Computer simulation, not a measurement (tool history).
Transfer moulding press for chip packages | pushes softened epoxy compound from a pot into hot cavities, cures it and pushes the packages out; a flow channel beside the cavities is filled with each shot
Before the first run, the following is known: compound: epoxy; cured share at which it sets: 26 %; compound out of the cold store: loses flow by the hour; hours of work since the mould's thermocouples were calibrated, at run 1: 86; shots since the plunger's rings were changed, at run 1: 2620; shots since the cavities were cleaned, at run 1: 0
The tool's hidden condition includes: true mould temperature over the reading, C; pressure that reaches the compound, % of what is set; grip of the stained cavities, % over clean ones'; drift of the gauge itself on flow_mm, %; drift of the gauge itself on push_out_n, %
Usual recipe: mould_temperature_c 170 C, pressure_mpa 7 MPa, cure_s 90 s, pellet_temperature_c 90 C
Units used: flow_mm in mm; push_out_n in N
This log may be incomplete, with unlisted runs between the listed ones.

run	hour	mould_temperature_c	pressure_mpa	cure_s	pellet_temperature_c	hours of work since the mould's thermocouples were calibrated	shots since the plunger's rings were changed	shots since the cavities were cleaned	incoming compound's hours out of the cold store	flow_mm	push_out_n
1	0	170	7	90	90	86	2620	0	29.9	753	636
2	10.5	174	7	90	90	91	2723	103	24.5	763	544
3	21.8	174	7	90	99	96	2833	213	27.8	750	577
4	35.8	174	7	90	99	102	2970	350	20.9	775	612
# hour 41.1: plunger's sealing rings changed
5	51.5	170	7.67	90	90	108	102	479	20.7	840	835
6	62.8	170	7.67	90	90	113	212	589	33.3	795	826
7	73.6	170	7	90	90	118	317	694	42	728	813
8	83.4	170	7	90	85	123	413	790	19.1	811	879
9	93.8	170	7	90	85	127	514	891	24.4	793	909
10	103.8	170	7	90	85	132	612	989	39.8	742	927
11	112.4	170	7	110	90	136	696	1073	27.8	770	706
# hour 123.1: cavities cleaned with cleaning compound and waxed
12	123.1	170	7.72	110	90	140	785	0	11.8	881	470
13	131.9	170	7	90	90	144	872	87	32.4	760	634
14	149.2	171	7	90	90	152	1041	256	34.5	746	665
15	157.9	171	7	90	90	156	1125	340	41.1	727	696

Expected results for the next run?
16	168.3	163	6.96	117	95	160	1227	442	20	?	?

Run 16 produced flow_mm 808 mm, push_out_n 707 N.
Had the tool carried no hidden state, the very same run would have given flow_mm 819 mm, push_out_n 548 N.
